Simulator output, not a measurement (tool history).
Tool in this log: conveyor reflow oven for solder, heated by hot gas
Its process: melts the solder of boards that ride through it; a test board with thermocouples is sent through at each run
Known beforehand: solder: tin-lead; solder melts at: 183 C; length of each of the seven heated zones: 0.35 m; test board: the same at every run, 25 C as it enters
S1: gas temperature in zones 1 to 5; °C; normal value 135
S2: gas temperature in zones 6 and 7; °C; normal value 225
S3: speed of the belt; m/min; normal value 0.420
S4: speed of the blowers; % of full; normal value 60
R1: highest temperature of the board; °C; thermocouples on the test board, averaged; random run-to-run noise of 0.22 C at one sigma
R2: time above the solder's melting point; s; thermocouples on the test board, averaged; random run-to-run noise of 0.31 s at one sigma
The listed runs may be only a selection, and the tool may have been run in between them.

| run | hour | S1 | S2 | S3 | S4 | R1 | R2 |
|---|---|---|---|---|---|---|---|
| 1 | 0.0 | 135 | 225 | 0.420 | 60 | 206.8 | 60.3 |
| 2 | 57.1 | 135 | 225 | 0.420 | 60 | 207.1 | 60.2 |
| 3 | 104.6 | 135 | 225 | 0.420 | 60 | 206.6 | 60.5 |
| 4 | 154.7 | 135 | 225 | 0.420 | 60 | 207.0 | 60.0 |
| 5 | 211.8 | 135 | 225 | 0.420 | 60 | 206.8 | 60.0 |
| 6 | 270.8 | 135 | 225 | 0.420 | 60 | 206.9 | 60.5 |
| 7 | 327.2 | 135 | 225 | 0.420 | 60 | 206.8 | 60.5 |
| 8 | 391.0 | 135 | 225 | 0.420 | 60 | 207.1 | 60.6 |
| 9 | 427.1 | 135 | 225 | 0.370 | 60 | 210.6 | 76.8 |
| 10 | 487.0 | 135 | 225 | 0.370 | 60 | 210.9 | 76.0 |
| 11 | 530.1 | 135 | 225 | 0.420 | 60 | 207.1 | 60.3 |
| 12 | 590.4 | 135 | 225 | 0.420 | 60 | 206.6 | 60.0 |
| 13 | 635.9 | 135 | 225 | 0.420 | 60 | 206.9 | 60.6 |
| 14 | 690.4 | 135 | 227 | 0.398 | 72 | 212.9 | 74.1 |
| 15 | 720.5 | 135 | 227 | 0.398 | 72 | 213.1 | 73.7 |
| 16 | 779.6 | 135 | 227 | 0.398 | 72 | 213.3 | 74.5 |
| 17 | 823.3 | 122 | 230 | 0.420 | 60 | 208.4 | 57.3 |
| 18 | 858.5 | 123 | 230 | 0.471 | 57 | 203.0 | 42.5 |
| 19 | 905.3 | 123 | 230 | 0.471 | 67 | 205.7 | 47.9 |
| 20 | 964.1 | 134 | 219 | 0.371 | 58 | 204.7 | 66.3 |
| 21 | 1010.4 | 135 | 224 | 0.420 | 60 | 206.0 | 59.8 |
| 22 | 1050.3 | 146 | 228 | 0.420 | 60 | 211.6 | 72.5 |
| 23 | 1092.7 | 146 | 228 | 0.420 | 60 | 212.1 | 72.5 |
| 24 | 1119.1 | 146 | 228 | 0.420 | 60 | 210.9 | 71.6 |
| 25 | 1153.1 | 146 | 228 | 0.340 | 63 | 218.1 | 99.5 |

Not shown: 3 entries that the log had between the listed runs. Between which runs, and how does the tool's hidden state differ before and after?
From run 6 to run 7: thermocouples of zones 6 and 7 changed (hour 275.6)
  belt's true speed, % of the reading: 99.94 -> 99.93; true gas temperature in zones 6 and 7 over the reading, C: -0.13 -> -0.01
From run 7 to run 8: flux residue cleaned out of gas plates and filters (hour 336.1)
  heat that the gas passes to the board, % of a clean oven's: 99.8 -> 100; true gas temperature in zones 6 and 7 over the reading, C: -0.01 -> -0.02
From run 18 to run 19: flux residue cleaned out of gas plates and filters (hour 900.3)
  heat that the gas passes to the board, % of a clean oven's: 99.8 -> 100
